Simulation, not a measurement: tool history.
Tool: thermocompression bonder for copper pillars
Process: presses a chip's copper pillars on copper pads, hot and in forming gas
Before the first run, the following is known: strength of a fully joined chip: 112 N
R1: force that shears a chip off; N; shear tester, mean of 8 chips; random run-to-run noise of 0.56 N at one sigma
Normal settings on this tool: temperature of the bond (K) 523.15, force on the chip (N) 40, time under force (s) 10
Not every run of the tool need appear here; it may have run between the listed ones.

run 1 day=0.000 | temperature_of_the_bond_(K)=523.15 force_on_the_chip_(N)=40 time_under_force_(s)=10 | R1=59.8
run 2 day=0.571 | temperature_of_the_bond_(K)=523.15 force_on_the_chip_(N)=40 time_under_force_(s)=10 | R1=61.0
run 3 day=1.171 | temperature_of_the_bond_(K)=523.15 force_on_the_chip_(N)=40 time_under_force_(s)=10 | R1=59.4
run 4 day=1.442 | temperature_of_the_bond_(K)=523.15 force_on_the_chip_(N)=40 time_under_force_(s)=10 | R1=60.4
run 5 day=1.725 | temperature_of_the_bond_(K)=523.15 force_on_the_chip_(N)=40 time_under_force_(s)=10 | R1=60.2
run 6 day=1.988 | temperature_of_the_bond_(K)=523.15 force_on_the_chip_(N)=40 time_under_force_(s)=21 | R1=74.5
run 7 day=2.512 | temperature_of_the_bond_(K)=523.15 force_on_the_chip_(N)=40 time_under_force_(s)=21 | R1=73.4
-- day=2.629 heater calibrated with a thermocouple chip
run 8 day=3.125 | temperature_of_the_bond_(K)=523.15 force_on_the_chip_(N)=40 time_under_force_(s)=10 | R1=60.8
run 9 day=3.571 | temperature_of_the_bond_(K)=505.15 force_on_the_chip_(N)=40 time_under_force_(s)=10 | R1=49.1
run 10 day=3.996 | temperature_of_the_bond_(K)=523.15 force_on_the_chip_(N)=40 time_under_force_(s)=10 | R1=60.3
run 11 day=4.562 | temperature_of_the_bond_(K)=523.15 force_on_the_chip_(N)=40 time_under_force_(s)=10 | R1=61.1
run 12 day=5.054 | temperature_of_the_bond_(K)=520.15 force_on_the_chip_(N)=48 time_under_force_(s)=6 | R1=54.9
-- day=5.171 heater calibrated with a thermocouple chip, once more
run 13 day=5.508 | temperature_of_the_bond_(K)=523.15 force_on_the_chip_(N)=52 time_under_force_(s)=10 | R1=67.5
run 14 day=5.754 | temperature_of_the_bond_(K)=523.15 force_on_the_chip_(N)=52 time_under_force_(s)=10 | R1=68.3
run 15 day=6.025 | temperature_of_the_bond_(K)=508.15 force_on_the_chip_(N)=36 time_under_force_(s)=8 | R1=41.8
run 16 day=6.375 | temperature_of_the_bond_(K)=525.15 force_on_the_chip_(N)=59 time_under_force_(s)=6 | R1=65.4
run 17 day=6.675 | temperature_of_the_bond_(K)=539.15 force_on_the_chip_(N)=37 time_under_force_(s)=10 | R1=65.1
run 18 day=7.225 | temperature_of_the_bond_(K)=549.15 force_on_the_chip_(N)=42 time_under_force_(s)=9 | R1=73.6
run 19 day=7.625 | temperature_of_the_bond_(K)=495.15 force_on_the_chip_(N)=42 time_under_force_(s)=18 | R1=53.7

Forecast each of these 3 alternatives for the next run:
run A day=8.179 | temperature_of_the_bond_(K)=523.15 force_on_the_chip_(N)=40 time_under_force_(s)=16 | R1=?
run B day=8.179 | temperature_of_the_bond_(K)=509.15 force_on_the_chip_(N)=51 time_under_force_(s)=10 | R1=?
run C day=8.179 | temperature_of_the_bond_(K)=523.15 force_on_the_chip_(N)=35 time_under_force_(s)=10 | R1=?

run=A R1=67.3
run=B R1=58.4
run=C R1=52.7
Had the tool no hidden state, the same runs would have come out as:
run=A R1=68.2
run=B R1=59.1
run=C R1=53.3
